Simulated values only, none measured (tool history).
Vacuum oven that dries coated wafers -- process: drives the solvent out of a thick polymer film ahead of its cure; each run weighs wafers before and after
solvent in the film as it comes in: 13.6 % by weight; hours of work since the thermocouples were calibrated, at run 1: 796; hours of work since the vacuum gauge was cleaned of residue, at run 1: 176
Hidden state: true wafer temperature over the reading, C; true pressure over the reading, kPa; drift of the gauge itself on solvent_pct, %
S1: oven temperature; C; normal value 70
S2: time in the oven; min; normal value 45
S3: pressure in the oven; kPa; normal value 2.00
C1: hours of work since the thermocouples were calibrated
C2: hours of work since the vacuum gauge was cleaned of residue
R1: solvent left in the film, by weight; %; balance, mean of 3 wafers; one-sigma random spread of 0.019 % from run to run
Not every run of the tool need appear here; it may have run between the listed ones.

run	hour	S1	S2	S3	C1	C2	R1
1	0.0	70	45	2.00	796	176	1.96
2	10.0	70	45	2.00	803	183	1.95
3	30.4	70	45	2.00	815	195	1.94
4	48.5	70	65	2.00	826	206	1.52
5	66.8	70	65	2.00	838	218	1.54
6	83.7	70	68	2.00	848	228	1.52
7	104.0	70	45	2.00	861	241	2.00
8	123.2	70	45	2.00	873	253	2.01
9	137.4	70	45	2.00	881	261	1.99
10	149.1	70	45	2.00	889	269	2.00
11	160.6	70	45	2.00	896	276	2.03
12	178.1	70	36	2.00	907	287	2.48
13	197.8	70	36	2.00	919	299	2.46
14	212.6	70	70	2.00	928	308	1.50
15	226.0	70	46	2.00	936	316	1.97
16	235.5	81	71	1.85	942	322	0.82
17	252.4	81	71	1.85	953	333	0.84
18	268.3	81	71	1.85	962	342	0.82
19	281.0	76	80	2.82	970	350	1.55
20	298.6	59	64	3.33	981	361	4.57
21	313.7	59	64	3.33	990	370	4.54
22	327.2	59	64	1.92	999	379	3.09
23	341.5	59	64	1.11	1008	388	2.29
24	357.7	59	64	1.11	1018	398	2.31
25	372.4	74	44	1.96	1027	407	1.59
26	390.9	70	63	3.19	1038	418	2.46
27	404.8	70	63	3.19	1047	427	2.42
28	424.4	72	70	1.01	1059	439	0.77

3 options for the next run, each taken on its own from the tool as it stands now. Forecast them:
A	438.7	72	70	1.15	1068	448	?
B	438.7	72	38	2.44	1068	448	?
C	438.7	72	32	1.01	1068	448	?

run	R1
A	0.85
B	2.34
C	1.91
The same runs, with their run-to-run variation unchanged, on a tool lacking any hidden condition would have given:
run	R1
A	0.73
B	2.08
C	1.64

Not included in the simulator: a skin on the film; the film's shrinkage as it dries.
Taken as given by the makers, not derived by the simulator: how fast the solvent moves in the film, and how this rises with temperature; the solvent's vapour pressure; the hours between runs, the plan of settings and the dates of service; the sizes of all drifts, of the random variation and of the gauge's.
